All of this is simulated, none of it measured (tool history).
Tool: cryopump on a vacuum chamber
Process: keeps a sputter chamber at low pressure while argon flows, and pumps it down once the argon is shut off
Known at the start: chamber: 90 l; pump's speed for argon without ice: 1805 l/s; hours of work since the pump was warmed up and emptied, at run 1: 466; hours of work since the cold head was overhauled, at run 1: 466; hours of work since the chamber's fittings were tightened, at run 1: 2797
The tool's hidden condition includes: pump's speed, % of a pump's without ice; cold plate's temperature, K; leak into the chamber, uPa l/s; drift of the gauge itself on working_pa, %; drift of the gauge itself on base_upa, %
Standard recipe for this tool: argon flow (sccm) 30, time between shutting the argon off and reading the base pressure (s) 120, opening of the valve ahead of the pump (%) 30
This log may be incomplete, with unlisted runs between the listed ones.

run	hour	argon flow (sccm)	time between shutting the argon off and reading the base pressure (s)	opening of the valve ahead of the pump (%)	hours of work since the pump was warmed up and emptied	hours of work since the cold head was overhauled	hours of work since the chamber's fittings were tightened	pressure while argon flows (Pa)	pressure after the wait (uPa)
1	0.0	30	120	30	466	466	2797	0.0971	1.53
2	62.9	30	120	30	500	500	2832	0.0965	1.56
3	101.5	30	120	30	521	521	2853	0.0990	1.55
4	158.1	30	120	30	552	552	2884	0.0979	1.57
5	197.0	30	120	26	573	573	2905	0.1122	1.63
6	240.4	30	120	26	597	597	2929	0.1139	1.59
7	321.0	30	120	26	641	641	2973	0.1142	1.57
8	362.3	30	120	26	664	664	2995	0.1141	1.65
9	434.3	45	120	30	703	703	3035	0.1498	1.66
10	495.3	30	120	30	736	736	3068	0.0990	1.68
11	556.5	30	120	48	770	770	3101	0.0657	1.72
12	636.2	30	120	46	813	813	3145	0.0686	1.74
# hour 704.9: pump warmed up, emptied and cooled again
13	711.6	30	74	30	4	852	3183	0.0936	1.73
14	797.9	30	74	30	51	899	3231	0.0937	1.77
15	892.2	30	74	30	102	950	3282	0.0949	1.81
16	943.2	30	120	30	130	978	3310	0.0950	1.60
17	997.9	30	120	30	160	1008	3340	0.0946	1.60
18	1071.1	30	120	30	200	1048	3380	0.0957	1.64
19	1131.9	30	43	30	233	1081	3413	0.0956	2.37
20	1216.2	22	180	38	279	1127	3459	0.0563	1.51
21	1282.0	17	164	30	315	1163	3495	0.0540	1.59
22	1329.4	30	61	31	341	1189	3521	0.0920	2.10
23	1371.4	38	92	40	364	1212	3544	0.0939	1.85
24	1420.6	18	92	40	391	1239	3571	0.0439	1.83
25	1464.6	19	43	22	415	1263	3595	0.0833	2.41
26	1543.9	19	43	22	458	1306	3638	0.0830	2.46
27	1610.2	18	120	30	495	1343	3674	0.0587	1.82
28	1686.0	44	120	30	536	1384	3716	0.1428	1.90
29	1769.7	44	120	30	582	1430	3762	0.1447	1.86
30	1828.2	18	120	46	614	1462	3793	0.0391	1.93
# hour 1858.9: leaking fittings of the chamber tightened, without venting
31	1877.5	20	120	48	640	1488	10	0.0427	0.61
32	1922.8	30	43	37	664	1512	35	0.0816	1.32
33	1979.1	25	253	33	695	1543	66	0.0769	0.48
34	2034.6	30	104	32	725	1574	96	0.0940	0.68
35	2115.7	30	26	46	770	1618	140	0.0680	2.07

Across each entry between runs, compare the hidden state at the last listed run before it with the hidden state at the first listed run after it:
Run 12 -> run 13: pump warmed up, emptied and cooled again (hour 704.9)
  pump's speed, % of a pump's without ice: 79.3 -> 99.5; cold plate's temperature, K: 12.36 -> 12.38; leak into the chamber, uPa l/s: 1937 -> 1957
  difference, measured minus the result without the unlogged condition, pressure while argon flows (Pa): +0.0076 -> +0.0004; pressure after the wait (uPa): +1.18 -> +0.94
Run 30 -> run 31: leaking fittings of the chamber tightened, without venting (hour 1858.9)
  pump's speed, % of a pump's without ice: 85 -> 84.4; cold plate's temperature, K: 12.56 -> 12.57; leak into the chamber, uPa l/s: 2262 -> 331
  difference, measured minus the result without the unlogged condition, pressure while argon flows (Pa): +0.0031 -> +0.0036; pressure after the wait (uPa): +1.34 -> +0.05

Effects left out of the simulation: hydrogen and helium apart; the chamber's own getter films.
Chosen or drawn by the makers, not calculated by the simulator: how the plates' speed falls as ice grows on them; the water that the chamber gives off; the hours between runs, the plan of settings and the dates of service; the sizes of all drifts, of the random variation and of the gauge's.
